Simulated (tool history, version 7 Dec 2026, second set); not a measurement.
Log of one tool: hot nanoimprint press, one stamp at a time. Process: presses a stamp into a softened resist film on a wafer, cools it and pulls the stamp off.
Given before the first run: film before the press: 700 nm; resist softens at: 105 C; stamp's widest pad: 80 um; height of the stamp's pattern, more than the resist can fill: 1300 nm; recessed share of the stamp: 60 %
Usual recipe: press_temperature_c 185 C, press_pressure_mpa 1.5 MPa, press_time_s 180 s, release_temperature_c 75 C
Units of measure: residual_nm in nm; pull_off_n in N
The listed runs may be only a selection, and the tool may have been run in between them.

| run | hour | press_temperature_c | press_pressure_mpa | press_time_s | release_temperature_c | residual_nm | pull_off_n |
|---|---|---|---|---|---|---|---|
| 1 | 0 | 185 | 1.5 | 180 | 75 | 348.7 | 188 |
|  | 10.8 | stamp cleaned and given a new release coat |
| 2 | 17.1 | 185 | 1.5 | 180 | 75 | 347.4 | 190 |
| 3 | 26.5 | 185 | 1.5 | 180 | 75 | 348.6 | 185 |
| 4 | 38.2 | 185 | 1.5 | 180 | 75 | 347.4 | 186 |
| 5 | 48.1 | 185 | 1.5 | 180 | 75 | 346.3 | 191 |
| 6 | 58.6 | 185 | 1.5 | 180 | 75 | 347.9 | 186 |
| 7 | 65.1 | 185 | 1.5 | 180 | 75 | 346.8 | 188 |
| 8 | 75.2 | 185 | 1.5 | 204 | 75 | 333.3 | 191 |
| 9 | 83.6 | 185 | 1.5 | 181 | 75 | 347.1 | 183 |
| 10 | 91.7 | 185 | 1.5 | 180 | 75 | 345.8 | 187 |
| 11 | 100.3 | 185 | 1.5 | 180 | 75 | 349.9 | 191 |
| 12 | 107.9 | 185 | 1.5 | 180 | 75 | 346.9 | 189 |
| 13 | 115.1 | 185 | 1.5 | 180 | 75 | 347.7 | 183 |
| 14 | 121.6 | 185 | 1.5 | 180 | 75 | 348.7 | 192 |
| 15 | 133.8 | 185 | 1.5 | 180 | 75 | 343.8 | 186 |
|  | 140.9 | plate thermocouple calibrated |
| 16 | 144.3 | 185 | 1.5 | 142 | 75 | 373.6 | 191 |
| 17 | 156.2 | 178 | 2.13 | 142 | 75 | 398.3 | 183 |
| 18 | 170.2 | 178 | 2.13 | 142 | 75 | 397.1 | 188 |
| 19 | 178.6 | 178 | 2.13 | 142 | 75 | 398.6 | 189 |
| 20 | 186.3 | 185 | 1.5 | 117 | 63 | 397.3 | 211 |
| 21 | 197.2 | 185 | 1.5 | 180 | 61 | 347.9 | 213 |
| 22 | 204.3 | 185 | 1.09 | 263 | 82 | 354 | 181 |
| 23 | 215.1 | 185 | 1.5 | 96 | 71 | 422.2 | 195 |
| 24 | 225.5 | 182 | 1.51 | 199 | 81 | 372.2 | 173 |
| 25 | 237.1 | 182 | 1.51 | 199 | 81 | 368.9 | 179 |
| 26 | 247.1 | 182 | 1.51 | 139 | 73 | 410.4 | 196 |
| 27 | 256.9 | 185 | 1.77 | 180 | 64 | 319.2 | 208 |
| 28 | 265.1 | 179 | 1.22 | 262 | 71 | 410.3 | 195 |

5 ways to go on from here, each from the tool as it stands after run 28. What would each give?
| A | 273 | 195 | 2.25 | 344 | 75 | ? | ? |
| B | 273 | 185 | 1.92 | 180 | 75 | ? | ? |
| C | 273 | 176 | 1.5 | 180 | 75 | ? | ? |
| D | 273 | 186 | 1.5 | 219 | 82 | ? | ? |
| E | 273 | 194 | 1.5 | 180 | 75 | ? | ? |

| run | residual_nm | pull_off_n |
|---|---|---|
| A | 155.4 | 187 |
| B | 308.3 | 188 |
| C | 455.8 | 195 |
| D | 314.2 | 174 |
| E | 259.2 | 190 |
Without the tool's unlogged condition, the same runs would have read:
| run | residual_nm | pull_off_n |
|---|---|---|
| A | 155.3 | 185 |
| B | 308.2 | 186 |
| C | 455.7 | 193 |
| D | 314.1 | 172 |
| E | 259.1 | 188 |

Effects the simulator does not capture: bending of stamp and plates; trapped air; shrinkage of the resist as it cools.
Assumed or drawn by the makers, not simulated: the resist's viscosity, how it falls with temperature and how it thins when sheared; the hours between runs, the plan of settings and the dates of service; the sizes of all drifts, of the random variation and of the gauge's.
